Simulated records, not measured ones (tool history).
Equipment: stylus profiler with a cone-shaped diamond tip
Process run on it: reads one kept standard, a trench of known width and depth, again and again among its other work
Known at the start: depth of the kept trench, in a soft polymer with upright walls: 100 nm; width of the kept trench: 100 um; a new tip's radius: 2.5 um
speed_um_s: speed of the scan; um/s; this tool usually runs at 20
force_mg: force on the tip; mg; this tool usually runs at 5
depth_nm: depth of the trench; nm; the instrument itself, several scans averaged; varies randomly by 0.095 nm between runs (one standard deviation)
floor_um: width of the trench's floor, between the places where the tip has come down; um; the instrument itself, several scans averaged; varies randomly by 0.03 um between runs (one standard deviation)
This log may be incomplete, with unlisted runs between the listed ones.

{"run": 1, "hour": 0.0, "speed_um_s": 20, "force_mg": 5, "depth_nm": 101.23, "floor_um": 98.52}
{"run": 2, "hour": 49.8, "speed_um_s": 20, "force_mg": 5, "depth_nm": 101.29, "floor_um": 98.45}
{"run": 3, "hour": 84.2, "speed_um_s": 20, "force_mg": 5, "depth_nm": 101.29, "floor_um": 98.47}
{"run": 4, "hour": 116.5, "speed_um_s": 20, "force_mg": 5, "depth_nm": 101.24, "floor_um": 98.51}
{"run": 5, "hour": 169.2, "speed_um_s": 20, "force_mg": 5, "depth_nm": 101.38, "floor_um": 98.46}
{"run": 6, "hour": 222.0, "speed_um_s": 73, "force_mg": 5, "depth_nm": 101.17, "floor_um": 98.17}
{"hour": 226.3, "done": "height scale calibrated on a step standard"}
{"run": 7, "hour": 252.9, "speed_um_s": 73, "force_mg": 5, "depth_nm": 101.48, "floor_um": 98.14}
{"run": 8, "hour": 295.1, "speed_um_s": 73, "force_mg": 5, "depth_nm": 101.36, "floor_um": 98.13}

What does the tool deliver on the next run?
{"run": 9, "hour": 348.4, "speed_um_s": 16, "force_mg": 4.03, "depth_nm": "?", "floor_um": "?"}

depth_nm: 101.11 nm
floor_um: 98.39 um
Minus the tool's unlogged condition, the same run would have read depth_nm 100.99 nm, floor_um 98.51 um.
